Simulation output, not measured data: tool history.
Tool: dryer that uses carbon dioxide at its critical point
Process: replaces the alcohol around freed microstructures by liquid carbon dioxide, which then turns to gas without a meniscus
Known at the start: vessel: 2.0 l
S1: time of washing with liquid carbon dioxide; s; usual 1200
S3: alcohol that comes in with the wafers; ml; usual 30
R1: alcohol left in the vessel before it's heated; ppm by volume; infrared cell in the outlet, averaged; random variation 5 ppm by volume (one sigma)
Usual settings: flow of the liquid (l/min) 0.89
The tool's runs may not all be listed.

run 1 hour=0 | S1=1200 flow_of_the_liquid_(l/min)=0.89 S3=30 | R1=41
run 2 hour=35.2 | S1=1200 flow_of_the_liquid_(l/min)=0.89 S3=30 | R1=37
run 3 hour=71.1 | S1=1200 flow_of_the_liquid_(l/min)=0.66 S3=30 | R1=96
run 4 hour=115 | S1=1200 flow_of_the_liquid_(l/min)=0.66 S3=30 | R1=93
-- hour=120.5 inlet filter changed
run 5 hour=146.5 | S1=1200 flow_of_the_liquid_(l/min)=1.503 S3=30 | R1=34
run 6 hour=174.7 | S1=1200 flow_of_the_liquid_(l/min)=1.503 S3=30 | R1=30
run 7 hour=203 | S1=1200 flow_of_the_liquid_(l/min)=0.89 S3=30 | R1=47
run 8 hour=234 | S1=1200 flow_of_the_liquid_(l/min)=0.89 S3=30 | R1=45
run 9 hour=266.5 | S1=1200 flow_of_the_liquid_(l/min)=0.89 S3=30 | R1=57
run 10 hour=307.7 | S1=1200 flow_of_the_liquid_(l/min)=0.89 S3=30 | R1=38
run 11 hour=337.9 | S1=1200 flow_of_the_liquid_(l/min)=0.79 S3=30 | R1=48
run 12 hour=382.4 | S1=1200 flow_of_the_liquid_(l/min)=0.79 S3=30 | R1=57
run 13 hour=430.7 | S1=1200 flow_of_the_liquid_(l/min)=0.79 S3=30 | R1=60
run 14 hour=463.5 | S1=1200 flow_of_the_liquid_(l/min)=0.79 S3=30 | R1=61
run 15 hour=508 | S1=1200 flow_of_the_liquid_(l/min)=0.79 S3=30 | R1=66
run 16 hour=547.5 | S1=1200 flow_of_the_liquid_(l/min)=0.79 S3=30 | R1=68
run 17 hour=593.9 | S1=1200 flow_of_the_liquid_(l/min)=0.79 S3=30 | R1=65
run 18 hour=634 | S1=1200 flow_of_the_liquid_(l/min)=0.79 S3=30 | R1=67
run 19 hour=654.4 | S1=1200 flow_of_the_liquid_(l/min)=0.79 S3=30 | R1=74
run 20 hour=674.5 | S1=1200 flow_of_the_liquid_(l/min)=0.79 S3=30 | R1=82
run 21 hour=705.7 | S1=1200 flow_of_the_liquid_(l/min)=0.79 S3=30 | R1=75
run 22 hour=732.2 | S1=1200 flow_of_the_liquid_(l/min)=0.79 S3=30 | R1=86
run 23 hour=775.4 | S1=1500 flow_of_the_liquid_(l/min)=0.89 S3=30 | R1=56
run 24 hour=811.9 | S1=1500 flow_of_the_liquid_(l/min)=0.89 S3=30 | R1=58
run 25 hour=856.2 | S1=1500 flow_of_the_liquid_(l/min)=0.89 S3=30 | R1=59
run 26 hour=904.7 | S1=1500 flow_of_the_liquid_(l/min)=0.89 S3=30 | R1=54
-- hour=920.9 inlet filter changed
run 27 hour=928.3 | S1=1320 flow_of_the_liquid_(l/min)=0.619 S3=45 | R1=111
run 28 hour=951.3 | S1=1320 flow_of_the_liquid_(l/min)=0.619 S3=45 | R1=113
run 29 hour=980.1 | S1=1200 flow_of_the_liquid_(l/min)=1.137 S3=24 | R1=56
run 30 hour=1018 | S1=1200 flow_of_the_liquid_(l/min)=0.915 S3=89 | R1=76
run 31 hour=1039.6 | S1=1380 flow_of_the_liquid_(l/min)=1.238 S3=73 | R1=58
run 32 hour=1068.1 | S1=1740 flow_of_the_liquid_(l/min)=1.231 S3=32 | R1=71
run 33 hour=1094.5 | S1=1740 flow_of_the_liquid_(l/min)=1.231 S3=32 | R1=65
run 34 hour=1136.2 | S1=1740 flow_of_the_liquid_(l/min)=1.237 S3=81 | R1=64
run 35 hour=1183.2 | S1=1800 flow_of_the_liquid_(l/min)=1.058 S3=22 | R1=70
run 36 hour=1216.5 | S1=1800 flow_of_the_liquid_(l/min)=1.058 S3=22 | R1=76
run 37 hour=1250.7 | S1=1200 flow_of_the_liquid_(l/min)=1 S3=30 | R1=63
run 38 hour=1273.9 | S1=1200 flow_of_the_liquid_(l/min)=0.635 S3=81 | R1=249
run 39 hour=1294.2 | S1=1860 flow_of_the_liquid_(l/min)=1.329 S3=29 | R1=72
run 40 hour=1324.1 | S1=1440 flow_of_the_liquid_(l/min)=0.827 S3=30 | R1=83
run 41 hour=1363.6 | S1=1380 flow_of_the_liquid_(l/min)=0.639 S3=22 | R1=96
run 42 hour=1398.6 | S1=1080 flow_of_the_liquid_(l/min)=1.033 S3=22 | R1=86
run 43 hour=1443.5 | S1=960 flow_of_the_liquid_(l/min)=0.89 S3=27 | R1=116
run 44 hour=1466.8 | S1=1380 flow_of_the_liquid_(l/min)=0.884 S3=31 | R1=84
run 45 hour=1496.7 | S1=1380 flow_of_the_liquid_(l/min)=0.884 S3=31 | R1=80
run 46 hour=1523.7 | S1=1560 flow_of_the_liquid_(l/min)=1.104 S3=41 | R1=79

The same runs without the tool's hidden state, with the same run-to-run variation:
The hidden state here: flow that reaches the vessel past the clogged filter, %; alcohol in the recycled carbon dioxide, ppm; drift of the gauge itself on alcohol_ppm, %.
run=1 R1=12
run=2 R1=7
run=3 R1=46
run=4 R1=39
run=5 R1=4
run=6 R1=0
run=7 R1=15
run=8 R1=12
run=9 R1=22
run=10 R1=3
run=11 R1=10
run=12 R1=16
run=13 R1=17
run=14 R1=18
run=15 R1=19
run=16 R1=22
run=17 R1=14
run=18 R1=17
run=19 R1=20
run=20 R1=26
run=21 R1=19
run=22 R1=29
run=23 R1=5
run=24 R1=5
run=25 R1=3
run=26 R1=0
run=27 R1=55
run=28 R1=57
run=29 R1=1
run=30 R1=14
run=31 R1=0
run=32 R1=10
run=33 R1=2
run=34 R1=3
run=35 R1=5
run=36 R1=10
run=37 R1=0
run=38 R1=149
run=39 R1=3
run=40 R1=11
run=41 R1=21
run=42 R1=13
run=43 R1=32
run=44 R1=9
run=45 R1=5
run=46 R1=5

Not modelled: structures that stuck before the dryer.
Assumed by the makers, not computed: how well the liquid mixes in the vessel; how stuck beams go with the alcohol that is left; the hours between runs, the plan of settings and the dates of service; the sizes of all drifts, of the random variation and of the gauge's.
